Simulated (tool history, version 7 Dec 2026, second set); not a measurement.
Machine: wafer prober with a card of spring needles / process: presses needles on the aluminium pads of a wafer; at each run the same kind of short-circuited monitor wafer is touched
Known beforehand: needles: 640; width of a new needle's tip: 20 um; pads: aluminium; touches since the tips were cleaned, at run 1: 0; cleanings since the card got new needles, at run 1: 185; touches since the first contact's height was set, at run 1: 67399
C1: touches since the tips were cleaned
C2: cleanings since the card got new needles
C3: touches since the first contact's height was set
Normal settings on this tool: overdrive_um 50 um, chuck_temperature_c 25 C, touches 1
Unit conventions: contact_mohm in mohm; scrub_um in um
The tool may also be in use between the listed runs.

run 1 hour=0.0 | overdrive_um=50 chuck_temperature_c=25 touches=1 | C1=0 C2=185 C3=67399 | contact_mohm=250 scrub_um=10.09
-- hour=9.4 tips cleaned on abrasive film
-- hour=21.2 tips cleaned on abrasive film
-- hour=32.9 tips cleaned on abrasive film
-- hour=44.7 tips cleaned on abrasive film
-- hour=54.1 tips cleaned on abrasive film
run 2 hour=57.3 | overdrive_um=50 chuck_temperature_c=25 touches=1 | C1=1253 C2=190 C3=89942 | contact_mohm=251 scrub_um=10.13
-- hour=64.4 tips cleaned on abrasive film
-- hour=73.8 tips cleaned on abrasive film
-- hour=85.6 tips cleaned on abrasive film
-- hour=95.0 tips cleaned on abrasive film
-- hour=106.8 tips cleaned on abrasive film
run 3 hour=112.2 | overdrive_um=50 chuck_temperature_c=25 touches=1 | C1=2170 C2=195 C3=111550 | contact_mohm=250 scrub_um=10.09
-- hour=117.0 tips cleaned on abrasive film
-- hour=128.7 tips cleaned on abrasive film
-- hour=140.5 tips cleaned on abrasive film
-- hour=149.9 tips cleaned on abrasive film
-- hour=159.4 tips cleaned on abrasive film
-- hour=171.1 tips cleaned on abrasive film
run 4 hour=180.1 | overdrive_um=50 chuck_temperature_c=25 touches=1 | C1=3545 C2=201 C3=138238 | contact_mohm=251 scrub_um=10.16
-- hour=182.5 tips cleaned on abrasive film
-- hour=191.9 tips cleaned on abrasive film
-- hour=201.3 tips cleaned on abrasive film
-- hour=213.1 tips cleaned on abrasive film
-- hour=224.9 tips cleaned on abrasive film
-- hour=234.3 tips cleaned on abrasive film
run 5 hour=237.4 | overdrive_um=50 chuck_temperature_c=25 touches=1 | C1=1240 C2=207 C3=160766 | contact_mohm=251 scrub_um=10.07
-- hour=244.5 tips cleaned on abrasive film
-- hour=256.3 tips cleaned on abrasive film
-- hour=265.7 tips cleaned on abrasive film
-- hour=277.4 tips cleaned on abrasive film
run 6 hour=284.2 | overdrive_um=50 chuck_temperature_c=25 touches=1 | C1=2681 C2=211 C3=179185 | contact_mohm=251 scrub_um=10.01
-- hour=289.0 tips cleaned on abrasive film
-- hour=296.3 height of the first contact set anew
-- hour=298.7 tips cleaned on abrasive film
-- hour=310.5 tips cleaned on abrasive film
run 7 hour=312.4 | overdrive_um=39 chuck_temperature_c=43 touches=3 | C1=777 C2=214 C3=6332 | contact_mohm=260 scrub_um=7.81
-- hour=321.8 tips cleaned on abrasive film
-- hour=333.6 tips cleaned on abrasive film
-- hour=345.4 tips cleaned on abrasive film
-- hour=357.1 tips cleaned on abrasive film
-- hour=366.5 tips cleaned on abrasive film
run 8 hour=375.7 | overdrive_um=30 chuck_temperature_c=25 touches=1 | C1=3623 C2=219 C3=31245 | contact_mohm=256 scrub_um=6.02

Predict the results of run 9:
-- hour=378.1 tips cleaned on abrasive film
-- hour=389.9 tips cleaned on abrasive film
-- hour=401.6 tips cleaned on abrasive film
-- hour=413.4 tips cleaned on abrasive film
-- hour=422.8 tips cleaned on abrasive film
run 9 hour=423.6 | overdrive_um=30 chuck_temperature_c=39 touches=1 | C1=321 C2=224 C3=50079 | contact_mohm=? scrub_um=?

Run 9 yielded contact_mohm 257 mohm, scrub_um 6.09 um.
Without the tool's hidden state the same run would have given contact_mohm 257 mohm, scrub_um 6.10 um.
